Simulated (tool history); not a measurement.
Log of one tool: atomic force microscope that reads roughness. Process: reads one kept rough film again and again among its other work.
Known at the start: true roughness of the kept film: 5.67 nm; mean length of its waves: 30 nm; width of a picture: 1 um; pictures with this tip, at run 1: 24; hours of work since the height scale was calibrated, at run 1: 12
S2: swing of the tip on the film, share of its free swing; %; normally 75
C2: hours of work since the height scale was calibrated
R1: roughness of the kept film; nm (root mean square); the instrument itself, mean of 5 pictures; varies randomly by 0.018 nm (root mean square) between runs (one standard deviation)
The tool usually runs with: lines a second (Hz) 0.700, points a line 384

Run 1, hour 0.0: usual settings; pictures with this tip 24; C2 12. Result: R1 4.367 nm (root mean square).
Run 2, hour 22.9: usual settings; pictures with this tip 46; C2 23. Result: R1 4.400 nm (root mean square).
Run 3, hour 48.4: usual settings; pictures with this tip 71; C2 35. Result: R1 4.365 nm (root mean square).
Run 4, hour 67.6: usual settings; pictures with this tip 89; C2 45. Result: R1 4.354 nm (root mean square).
Run 5, hour 101.3: usual settings but lines a second (Hz) 1.652; pictures with this tip 121; C2 61. Result: R1 4.187 nm (root mean square).
At hour 105.3: new tip fitted.
Run 6, hour 132.1: usual settings but lines a second (Hz) 1.652; pictures with this tip 26; C2 75. Result: R1 4.211 nm (root mean square).
Run 7, hour 151.3: usual settings but lines a second (Hz) 0.721; pictures with this tip 44; C2 84. Result: R1 4.358 nm (root mean square).
Run 8, hour 173.2: usual settings but S2 57 %; pictures with this tip 65; C2 95. Result: R1 4.474 nm (root mean square).
Run 9, hour 200.5: usual settings but S2 57 %; pictures with this tip 91; C2 108. Result: R1 4.463 nm (root mean square).
Run 10, hour 225.9: usual settings but S2 57 %; pictures with this tip 115; C2 120. Result: R1 4.439 nm (root mean square).
At hour 235.9: new tip fitted.
Run 11, hour 256.2: usual settings but S2 57 %; pictures with this tip 20; C2 134. Result: R1 4.455 nm (root mean square).
Run 12, hour 275.2: usual settings but S2 57 %; pictures with this tip 38; C2 143. Result: R1 4.466 nm (root mean square).
Run 13, hour 312.3: usual settings but S2 57 %; pictures with this tip 73; C2 161. Result: R1 4.441 nm (root mean square).
Run 14, hour 350.0: usual settings but S2 57 %; pictures with this tip 109; C2 179. Result: R1 4.440 nm (root mean square).
At hour 366.1: new tip fitted.
Run 15, hour 388.2: usual settings but lines a second (Hz) 0.975, S2 80 %; pictures with this tip 21; C2 196. Result: R1 4.316 nm (root mean square).
Run 16, hour 418.9: usual settings but lines a second (Hz) 0.975, S2 80 %; pictures with this tip 50; C2 211. Result: R1 4.274 nm (root mean square).
Run 17, hour 446.3: usual settings but lines a second (Hz) 0.798, points a line 917; pictures with this tip 76; C2 224. Result: R1 4.371 nm (root mean square).
Run 18, hour 476.7: usual settings but lines a second (Hz) 0.798, points a line 917; pictures with this tip 105; C2 239. Result: R1 4.372 nm (root mean square).
At hour 496.9: new tip fitted.
Run 19, hour 504.4: usual settings but lines a second (Hz) 0.714, S2 69 %, points a line 677; pictures with this tip 7; C2 252. Result: R1 4.442 nm (root mean square).
Run 20, hour 535.0: usual settings but lines a second (Hz) 1.118, S2 76 %, points a line 279; pictures with this tip 36; C2 266. Result: R1 4.265 nm (root mean square).
Run 21, hour 573.8: usual settings but lines a second (Hz) 1.118, S2 82 %, points a line 279; pictures with this tip 73; C2 285. Result: R1 4.170 nm (root mean square).
Run 22, hour 603.1: usual settings but lines a second (Hz) 1.118, S2 82 %, points a line 279; pictures with this tip 101; C2 299. Result: R1 4.197 nm (root mean square).
At hour 628.7: new tip fitted.
Run 23, hour 641.0: usual settings but lines a second (Hz) 1.048, S2 55 %, points a line 484; pictures with this tip 12; C2 316. Result: R1 4.476 nm (root mean square).
Run 24, hour 677.8: usual settings but lines a second (Hz) 1.048, S2 55 %, points a line 484; pictures with this tip 47; C2 334. Result: R1 4.454 nm (root mean square).
Run 25, hour 712.0: usual settings but lines a second (Hz) 1.048, S2 55 %, points a line 484; pictures with this tip 79; C2 350. Result: R1 4.473 nm (root mean square).
Run 26, hour 732.8: usual settings but lines a second (Hz) 1.048, S2 55 %, points a line 484; pictures with this tip 99; C2 360. Result: R1 4.438 nm (root mean square).

4 options for the next run, each taken on its own from the tool as it stands now. Forecast them:
Run A, hour 750.8: usual settings but lines a second (Hz) 1.048, S2 74 %, points a line 484; pictures with this tip 116; C2 369. Result: R1 ?.
Run B, hour 750.8: usual settings but lines a second (Hz) 1.915, S2 80 %, points a line 301; pictures with this tip 116; C2 369. Result: R1 ?.
Run C, hour 750.8: usual settings but lines a second (Hz) 1.532, S2 85 %, points a line 484; pictures with this tip 116; C2 369. Result: R1 ?.
Run D, hour 750.8: usual settings but lines a second (Hz) 0.553, S2 55 %; pictures with this tip 116; C2 369. Result: R1 ?.

run     R1
  A  4.325
  B  4.040
  C  4.050
  D  4.456
Take away the tool's hidden state, keep each run's random variation, and the runs would have read:
run     R1
  A  4.346
  B  4.059
  C  4.069
  D  4.477
